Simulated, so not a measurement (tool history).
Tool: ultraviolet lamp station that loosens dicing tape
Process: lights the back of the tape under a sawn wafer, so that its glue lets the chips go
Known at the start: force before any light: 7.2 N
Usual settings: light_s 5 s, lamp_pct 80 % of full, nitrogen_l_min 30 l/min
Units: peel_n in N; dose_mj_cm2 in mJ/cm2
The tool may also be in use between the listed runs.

| run | hour | light_s | lamp_pct | nitrogen_l_min | peel_n | dose_mj_cm2 |
|---|---|---|---|---|---|---|
| 1 | 0 | 5 | 80 | 30 | 0.208 | 285 |
| 2 | 5.8 | 4 | 80 | 30 | 0.351 | 223 |
| 3 | 16.7 | 4 | 80 | 30 | 0.355 | 227 |
| 4 | 26.5 | 5 | 61 | 30 | 0.399 | 219 |
| 5 | 34.6 | 5 | 61 | 30 | 0.374 | 217 |
| 6 | 39.3 | 5 | 80 | 30 | 0.213 | 280 |
| 7 | 43.7 | 5 | 80 | 57 | 0.185 | 284 |
| 8 | 50 | 5 | 80 | 57 | 0.177 | 277 |
| 9 | 59.8 | 3 | 92 | 14 | 0.736 | 190 |
| 10 | 68.9 | 5 | 74 | 14 | 0.378 | 260 |
| 11 | 77.6 | 9 | 97 | 19 | 0.098 | 605 |
| 12 | 83.6 | 6 | 80 | 56 | 0.147 | 336 |
| 13 | 89.2 | 5 | 82 | 38 | 0.197 | 283 |
| 14 | 94.9 | 5 | 82 | 38 | 0.191 | 285 |

3 ways to go on from here, each from the tool as it stands after run 14. What would each give?
| A | 100 | 5 | 82 | 51 | ? | ? |
| B | 100 | 2 | 74 | 39 | ? | ? |
| C | 100 | 4 | 96 | 38 | ? | ? |

| run | peel_n | dose_mj_cm2 |
|---|---|---|
| A | 0.186 | 283 |
| B | 1.544 | 104 |
| C | 0.225 | 263 |
Without the tool's hidden state the same runs would have given:
| run | peel_n | dose_mj_cm2 |
|---|---|---|
| A | 0.144 | 335 |
| B | 1.177 | 123 |
| C | 0.162 | 312 |
